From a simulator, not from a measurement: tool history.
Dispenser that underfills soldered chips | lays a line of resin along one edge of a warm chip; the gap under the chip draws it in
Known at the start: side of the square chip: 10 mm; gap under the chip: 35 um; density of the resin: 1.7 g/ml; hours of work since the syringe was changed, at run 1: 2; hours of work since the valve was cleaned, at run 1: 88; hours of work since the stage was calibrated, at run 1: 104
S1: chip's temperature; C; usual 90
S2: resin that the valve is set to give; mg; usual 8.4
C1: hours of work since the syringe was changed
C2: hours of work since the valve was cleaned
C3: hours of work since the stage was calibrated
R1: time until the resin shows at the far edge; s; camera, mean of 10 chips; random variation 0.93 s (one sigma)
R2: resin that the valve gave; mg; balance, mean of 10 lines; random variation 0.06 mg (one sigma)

run   hour   S1     S2  C1   C2   C3     R1     R2
  1      0   90    8.4   2   88  104  107.6   8.07
  2    2.8   94    8.4   4   89  105  102.2   7.97
  3    6.6   90    8.4   6   92  107  144.7   8.01
      11.6  -- new syringe of resin
  4   12.3   90    8.4   0   95  111   95.4   8.07
  5   15.8   90    8.4   3   97  113  108.1   7.96
  6     19   90   9.86   4   99  115  124.3   9.49
  7   23.8   90   9.86   7  102  118  153.1   9.39
      27.1  -- new syringe of resin
  8   28.4   90    8.4   1  105  120   96.9      8
      30.4  -- dispensing valve cleaned and set on the balance
  9   33.2   90    8.4   3    2  123  112.7   8.44
 10   37.3   90    8.4   6    4  125  134.4   8.46
 11   42.1   90    8.4   8    7  128  164.2   8.34
      43.7  -- new syringe of resin
 12   47.6   90    8.4   2   10  131  108.5   8.33
 13   51.3   90    8.4   5   12  133  123.6   8.37
 14   55.7   90    8.4   7   15  136    152   8.41
 15   58.6   90    8.4   9   17  138  175.4   8.32
      59.2  -- new syringe of resin
 16   63.6   90    8.4   3   20  140  108.7   8.31
 17   66.5   90  10.57   4   21  142  121.9  10.43
 18   70.6   90    8.4   7   24  145  147.8   8.27
 19   72.9   90    8.4   8   25  146  168.1   8.37
      74.6  -- new syringe of resin
 20   75.6   81  10.17   1   27  147  136.9  10.01
 21   80.6   81  10.17   4   30  150  172.5  10.18
 22     84   81  10.17   6   32  153    197   10.1
 23   89.4   86   8.26   9   35  156  204.4   8.13
      90.1  -- new syringe of resin
 24   92.4   86   8.26   1   37  157  119.7    8.2
 25     95   79   8.87   3   38  159  181.8   8.62
 26  100.5  105   8.72   6   41  162   77.6   8.59
     105.7  -- new syringe of resin
 27  106.3  105   8.72   0   45  166   51.6   8.49
 28  108.8  105   8.24   2   46  167   57.4   8.05
 29  113.7   90   8.43   5   49  170  131.9   8.27
 30    117   90   8.43   7   51  172  150.8   8.16
     121.3  -- new syringe of resin
 31  121.8   90   8.43   0   54  175   91.2    8.3
 32  127.3   84   9.22   4   57  178    148   9.06
 33  130.6   86   9.25   6   59  180  158.4   8.95
 34  133.5   75  10.25   7   61  182  297.3   9.97
     136.7  -- new syringe of resin
 35    139   97  10.66   1   64  185   73.4  10.32

Forecast each of these 3 alternatives for the next run:
  A  142.3  96  9.75   3  66  187   ?   ?
  B  142.3  77  10.2   3  66  187   ?   ?
  C  142.3  93  7.43   3  66  187   ?   ?

run     R1    R2
  A   88.8  9.48
  B  198.1  9.87
  C  108.8  7.15
Without the tool's hidden state the same runs would have given:
run     R1     R2
  A   66.5   9.78
  B  148.1  10.18
  C   80.9   7.38
